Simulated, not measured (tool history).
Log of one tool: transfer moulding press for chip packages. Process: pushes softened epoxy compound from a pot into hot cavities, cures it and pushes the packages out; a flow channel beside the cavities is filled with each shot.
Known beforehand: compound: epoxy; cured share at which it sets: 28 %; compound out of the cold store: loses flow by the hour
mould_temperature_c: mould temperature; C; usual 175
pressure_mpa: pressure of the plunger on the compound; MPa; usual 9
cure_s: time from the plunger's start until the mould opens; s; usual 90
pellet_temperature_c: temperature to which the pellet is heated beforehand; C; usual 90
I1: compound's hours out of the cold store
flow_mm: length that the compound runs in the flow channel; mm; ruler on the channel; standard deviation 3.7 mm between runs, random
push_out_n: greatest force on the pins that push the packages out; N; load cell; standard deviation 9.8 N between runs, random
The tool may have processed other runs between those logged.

run 1 hour=0 | mould_temperature_c=175 pressure_mpa=9 cure_s=90 pellet_temperature_c=90 | I1=32.9 | flow_mm=626 push_out_n=460
-- hour=20.1 plunger's sealing rings changed
run 2 hour=47.1 | mould_temperature_c=175 pressure_mpa=9 cure_s=99 pellet_temperature_c=90 | I1=12.8 | flow_mm=718 push_out_n=420
-- hour=68.1 cavities cleaned with cleaning compound and waxed
run 3 hour=101.9 | mould_temperature_c=175 pressure_mpa=9 cure_s=99 pellet_temperature_c=90 | I1=41.2 | flow_mm=578 push_out_n=408
-- hour=130.9 cavities cleaned with cleaning compound and waxed
run 4 hour=135.4 | mould_temperature_c=175 pressure_mpa=9 cure_s=125 pellet_temperature_c=90 | I1=30 | flow_mm=637 push_out_n=409
run 5 hour=163.7 | mould_temperature_c=175 pressure_mpa=9 cure_s=93 pellet_temperature_c=90 | I1=40.6 | flow_mm=585 push_out_n=424
-- hour=196.9 cavities cleaned with cleaning compound and waxed
run 6 hour=225.7 | mould_temperature_c=175 pressure_mpa=9 cure_s=72 pellet_temperature_c=90 | I1=32.9 | flow_mm=618 push_out_n=600
-- hour=263.6 cavities cleaned with cleaning compound and waxed
run 7 hour=268.7 | mould_temperature_c=175 pressure_mpa=9 cure_s=72 pellet_temperature_c=90 | I1=14.2 | flow_mm=724 push_out_n=633
run 8 hour=322.7 | mould_temperature_c=175 pressure_mpa=9 cure_s=72 pellet_temperature_c=90 | I1=25.7 | flow_mm=655 push_out_n=627
-- hour=328.4 cavities cleaned with cleaning compound and waxed
-- hour=366.6 mould's thermocouples calibrated
-- hour=387.7 plunger's sealing rings changed
run 9 hour=388 | mould_temperature_c=175 pressure_mpa=9 cure_s=72 pellet_temperature_c=90 | I1=17.3 | flow_mm=706 push_out_n=632
-- hour=398.9 cavities cleaned with cleaning compound and waxed
run 10 hour=442.2 | mould_temperature_c=175 pressure_mpa=9 cure_s=93 pellet_temperature_c=90 | I1=43.5 | flow_mm=568 push_out_n=422
-- hour=462.6 cavities cleaned with cleaning compound and waxed
run 11 hour=479.8 | mould_temperature_c=175 pressure_mpa=9 cure_s=93 pellet_temperature_c=90 | I1=35.5 | flow_mm=611 push_out_n=443
run 12 hour=513 | mould_temperature_c=175 pressure_mpa=9 cure_s=93 pellet_temperature_c=90 | I1=22.1 | flow_mm=671 push_out_n=436
-- hour=527.6 cavities cleaned with cleaning compound and waxed
run 13 hour=545.6 | mould_temperature_c=175 pressure_mpa=9 cure_s=93 pellet_temperature_c=90 | I1=32.3 | flow_mm=624 push_out_n=440
run 14 hour=581.9 | mould_temperature_c=175 pressure_mpa=9 cure_s=93 pellet_temperature_c=90 | I1=16.3 | flow_mm=713 push_out_n=444
-- hour=593.2 cavities cleaned with cleaning compound and waxed
run 15 hour=621.9 | mould_temperature_c=176 pressure_mpa=9.87 cure_s=93 pellet_temperature_c=90 | I1=34.4 | flow_mm=639 push_out_n=406
run 16 hour=651.9 | mould_temperature_c=178 pressure_mpa=10.78 cure_s=74 pellet_temperature_c=90 | I1=47.3 | flow_mm=596 push_out_n=467
-- hour=657.3 cavities cleaned with cleaning compound and waxed
run 17 hour=709.9 | mould_temperature_c=170 pressure_mpa=7.32 cure_s=88 pellet_temperature_c=95 | I1=33 | flow_mm=572 push_out_n=538
-- hour=721.1 cavities cleaned with cleaning compound and waxed
run 18 hour=743.3 | mould_temperature_c=170 pressure_mpa=7.32 cure_s=88 pellet_temperature_c=95 | I1=36.8 | flow_mm=552 push_out_n=541

The next listed run, before its measurement:
-- hour=754.4 plunger's sealing rings changed
-- hour=787.2 cavities cleaned with cleaning compound and waxed
run 19 hour=789.2 | mould_temperature_c=175 pressure_mpa=9 cure_s=123 pellet_temperature_c=90 | I1=33 | flow_mm=? push_out_n=?

{"run 19": {"flow_mm": 616, "push_out_n": 406}}
With the hidden condition absent and the run-to-run variation left alone, this run would have shown flow_mm 616 mm, push_out_n 406 N.
